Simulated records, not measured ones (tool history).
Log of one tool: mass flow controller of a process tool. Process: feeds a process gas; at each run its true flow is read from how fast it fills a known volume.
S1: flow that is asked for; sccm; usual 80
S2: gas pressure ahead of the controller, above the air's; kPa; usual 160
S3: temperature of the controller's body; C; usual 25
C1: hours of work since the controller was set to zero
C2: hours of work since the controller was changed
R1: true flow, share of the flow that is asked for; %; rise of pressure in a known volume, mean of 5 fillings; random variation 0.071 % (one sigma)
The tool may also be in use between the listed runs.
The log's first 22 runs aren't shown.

run,hour,S1,S2,S3,C1,C2,R1
23,7761.7,80,160,21,7445,7445,100.44
# hour 8029.6: controller's zero set anew
24,8144.3,80,160,25,48,7606,100.17
25,8581.5,31,196,25,232,7790,100.03
26,8880.6,26,169,25,358,7916,100.1
27,9375.7,26,145,21,566,8124,100.77
28,9608.7,80,160,23,664,8222,100.89
29,10120.9,80,263,20,879,8437,100.91
30,10500.6,26,263,27,1039,8597,100.19
31,11028.1,26,263,27,1261,8819,100.32
32,11328.6,26,263,27,1387,8945,100.39
33,11783.4,170,160,25,1579,9136,101.59
34,12058.6,170,156,23,1694,9252,101.76
# hour 12375.4: controller exchanged for a calibrated one
35,12421,26,145,23,19,19,101.51
36,12638.3,67,191,27,111,111,101.01
37,13004.8,67,191,27,265,265,101.31
38,13432.4,80,177,28,445,445,101.31
39,13791.3,36,270,31,595,595,100.77
40,14268,25,145,25,796,796,101.8
41,14682.9,25,145,25,970,970,102.05
42,15152.6,80,216,35,1168,1168,101.18
43,15407,80,222,33,1275,1275,101.22
44,15703.6,80,222,33,1400,1400,101.38
45,15942.8,134,279,33,1500,1500,101.53
46,16193.8,134,279,33,1606,1606,101.52
47,16452.9,134,279,33,1715,1715,101.61

5 ways to go on from here, each from the tool as it stands after run 47. What would each give?
A,16981.1,20,189,30,1937,1937,?
B,16981.1,37,279,27,1937,1937,?
C,16981.1,20,185,21,1937,1937,?
D,16981.1,134,279,34,1937,1937,?
E,16981.1,100,145,35,1937,1937,?

run,R1
A,102.01
B,101.89
C,102.8
D,101.69
E,101.89
Without the tool's hidden state the same runs would have given:
run,R1
A,99.14
B,99.03
C,99.91
D,98.84
E,99.03

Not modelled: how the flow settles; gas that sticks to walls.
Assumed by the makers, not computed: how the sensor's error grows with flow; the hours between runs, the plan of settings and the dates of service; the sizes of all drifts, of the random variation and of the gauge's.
